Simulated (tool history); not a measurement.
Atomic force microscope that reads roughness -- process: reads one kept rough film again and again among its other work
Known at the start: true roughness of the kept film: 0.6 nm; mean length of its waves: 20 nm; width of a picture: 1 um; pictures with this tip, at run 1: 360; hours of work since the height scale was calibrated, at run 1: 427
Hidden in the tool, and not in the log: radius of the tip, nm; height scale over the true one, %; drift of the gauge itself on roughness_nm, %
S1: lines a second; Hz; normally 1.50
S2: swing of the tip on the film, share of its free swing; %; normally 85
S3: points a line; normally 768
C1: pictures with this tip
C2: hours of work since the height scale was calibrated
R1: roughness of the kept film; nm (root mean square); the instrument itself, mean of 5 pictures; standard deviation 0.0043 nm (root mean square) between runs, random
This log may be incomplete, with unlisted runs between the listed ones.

run,hour,S1,S2,S3,C1,C2,R1
1,0.0,1.50,85,768,360,427,0.404
# hour 8.1: new tip fitted
2,14.7,1.08,85,768,12,438,0.486
3,32.9,1.08,85,768,43,451,0.484
4,51.3,1.08,85,768,75,465,0.472
5,68.4,1.08,85,768,105,477,0.467
6,82.9,1.50,79,768,130,488,0.463
7,98.6,1.50,83,768,157,499,0.443
8,111.4,1.18,83,768,179,509,0.459
9,126.3,1.18,83,768,205,520,0.456
10,138.9,1.50,70,768,227,529,0.475
11,154.1,1.50,70,768,253,540,0.473
12,172.7,1.50,61,768,285,554,0.481
13,183.8,1.50,61,768,304,562,0.482
14,194.5,1.50,61,768,323,570,0.474
15,205.6,1.50,61,768,342,578,0.474
16,214.5,1.50,61,768,357,584,0.473
# hour 224.6: new tip fitted
17,231.4,1.35,85,768,12,597,0.475
18,246.7,1.50,56,768,38,608,0.535
19,262.7,1.50,56,768,66,620,0.535
20,280.0,1.50,56,768,96,632,0.535
21,287.7,1.50,56,768,109,638,0.523
22,297.0,1.50,56,768,125,645,0.526
23,308.5,1.50,56,768,145,653,0.518
24,318.0,1.39,85,768,162,660,0.443
25,330.9,1.02,59,353,184,670,0.511
26,339.4,1.02,59,353,199,676,0.509
27,355.6,2.02,59,293,227,688,0.483
28,368.1,2.02,59,293,249,697,0.473
29,383.8,0.57,57,480,276,708,0.506

The next listed run, before its measurement:
30,402.3,0.77,58,519,308,722,?

{"run 30": {"R1": 0.488}}
Without the tool's hidden state the same run would have given R1 0.540 nm (root mean square).
